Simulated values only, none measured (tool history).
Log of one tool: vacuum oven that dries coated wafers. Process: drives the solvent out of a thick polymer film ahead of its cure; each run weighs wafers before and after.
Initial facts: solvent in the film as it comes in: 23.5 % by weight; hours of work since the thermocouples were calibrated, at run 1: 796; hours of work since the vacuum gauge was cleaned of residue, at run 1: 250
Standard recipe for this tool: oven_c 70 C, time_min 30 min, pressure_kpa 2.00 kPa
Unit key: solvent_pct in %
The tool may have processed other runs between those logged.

run	hour	oven_c	time_min	pressure_kpa	hours of work since the thermocouples were calibrated	hours of work since the vacuum gauge was cleaned of residue	solvent_pct
1	0.0	70	30	2.00	796	250	2.03
2	12.5	70	30	6.88	802	257	4.74
# hour 24.2: oven's thermocouples calibrated
3	24.7	70	29	2.00	0	262	1.91
4	30.8	70	30	2.00	3	265	1.78
5	41.8	70	30	2.00	9	270	1.82
6	55.6	70	30	2.00	16	277	1.84
7	62.9	76	36	2.63	19	281	1.19
8	71.3	66	20	2.00	24	285	4.92
9	84.4	57	38	2.00	30	292	5.78
10	92.6	70	20	2.00	34	296	3.19

Consider 3 possible next runs. They are alternatives, not a sequence: every one starts from the tool as it was left by run 10. What does each give?
A	100.7	70	32	1.45	38	300	?
B	100.7	70	36	2.53	38	300	?
C	100.7	70	36	2.00	38	300	?

run	solvent_pct
A	1.38
B	1.85
C	1.49
What these runs would have given with no unlogged condition in the tool:
run	solvent_pct
A	1.33
B	1.80
C	1.45
